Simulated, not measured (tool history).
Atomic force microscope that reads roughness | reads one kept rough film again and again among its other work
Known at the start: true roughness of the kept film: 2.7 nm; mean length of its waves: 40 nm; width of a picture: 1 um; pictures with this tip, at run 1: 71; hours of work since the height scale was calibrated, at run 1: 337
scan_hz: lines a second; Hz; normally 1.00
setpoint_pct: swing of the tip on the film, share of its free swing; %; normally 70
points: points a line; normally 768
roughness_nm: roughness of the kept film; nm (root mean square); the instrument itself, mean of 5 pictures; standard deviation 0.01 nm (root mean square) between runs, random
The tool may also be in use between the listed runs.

run	hour	scan_hz	setpoint_pct	points	pictures with this tip	hours of work since the height scale was calibrated	roughness_nm
1	0.0	1.00	70	768	71	337	2.405
2	10.1	1.00	70	768	83	342	2.404
3	21.1	1.00	70	464	96	348	2.393
4	37.4	1.00	70	313	114	357	2.392
5	53.8	1.00	70	313	133	365	2.375
# hour 57.8: new tip fitted
6	63.3	1.00	70	313	6	370	2.407
7	77.0	1.00	70	313	22	378	2.385
8	87.0	1.99	70	768	33	383	2.305
9	106.1	1.99	70	768	55	393	2.313
10	119.8	3.34	70	768	71	400	2.152
11	135.4	3.34	70	768	89	409	2.141
12	154.4	3.34	70	768	111	419	2.156
13	173.8	3.34	70	768	133	429	2.155
# hour 178.2: new tip fitted
14	184.8	3.34	70	768	8	435	2.159
15	195.7	3.34	70	768	20	440	2.144
16	213.7	1.00	70	768	41	450	2.399
17	233.0	1.00	70	768	63	460	2.409
18	250.9	1.00	70	768	84	470	2.407
19	263.4	1.00	70	768	98	476	2.402
20	273.4	1.00	70	768	109	482	2.393
21	290.7	1.00	74	768	129	491	2.375
# hour 297.9: new tip fitted
22	300.2	1.00	74	768	3	496	2.370
23	317.3	1.00	74	768	22	505	2.366
24	329.3	1.00	74	768	36	511	2.381
25	343.6	1.00	70	768	52	519	2.400
26	361.7	1.00	68	768	73	528	2.414
27	380.5	0.67	70	768	94	538	2.441
28	397.8	0.67	70	768	114	547	2.449
29	411.9	1.81	71	640	131	555	2.298
# hour 418.3: new tip fitted
30	420.9	1.00	71	768	3	559	2.404
31	429.2	0.65	71	904	13	564	2.446
32	445.3	1.64	71	259	31	572	2.294
33	458.7	2.12	70	603	46	580	2.283
34	470.0	3.27	83	768	60	586	1.899
35	487.8	1.19	89	768	80	595	2.190
36	499.3	1.19	89	768	93	601	2.169
37	514.0	2.71	70	909	110	609	2.213
38	528.7	1.26	84	651	127	617	2.217
# hour 538.0: new tip fitted
39	541.2	1.26	84	651	4	623	2.226
40	557.4	0.62	70	768	22	632	2.444
41	574.6	0.62	70	768	42	641	2.453
42	593.4	0.75	60	768	63	651	2.473
43	607.0	2.96	80	559	79	658	2.006
44	619.6	2.96	80	559	93	665	2.007
45	639.3	2.96	80	559	116	675	2.013
46	656.3	2.13	80	519	135	684	2.141
# hour 658.4: new tip fitted
47	673.4	2.20	69	338	17	693	2.278
48	691.0	1.53	70	768	37	703	2.365
49	706.8	1.53	70	768	56	711	2.362
50	725.2	1.00	70	987	77	721	2.415
51	742.0	1.00	61	768	96	730	2.450
52	751.3	1.00	61	768	107	735	2.456
53	760.5	1.00	61	833	117	739	2.430

What if the next run were any one of these 4? Each begins from the tool's condition after run 53:
A	774.2	0.93	70	294	133	747	?
B	774.2	1.00	78	768	133	747	?
C	774.2	0.82	86	372	133	747	?
D	774.2	1.13	74	323	133	747	?

run	roughness_nm
A	2.405
B	2.338
C	2.290
D	2.334
Stripped of hidden state, with their random variation kept, the same runs would have yielded:
run	roughness_nm
A	2.413
B	2.346
C	2.298
D	2.342

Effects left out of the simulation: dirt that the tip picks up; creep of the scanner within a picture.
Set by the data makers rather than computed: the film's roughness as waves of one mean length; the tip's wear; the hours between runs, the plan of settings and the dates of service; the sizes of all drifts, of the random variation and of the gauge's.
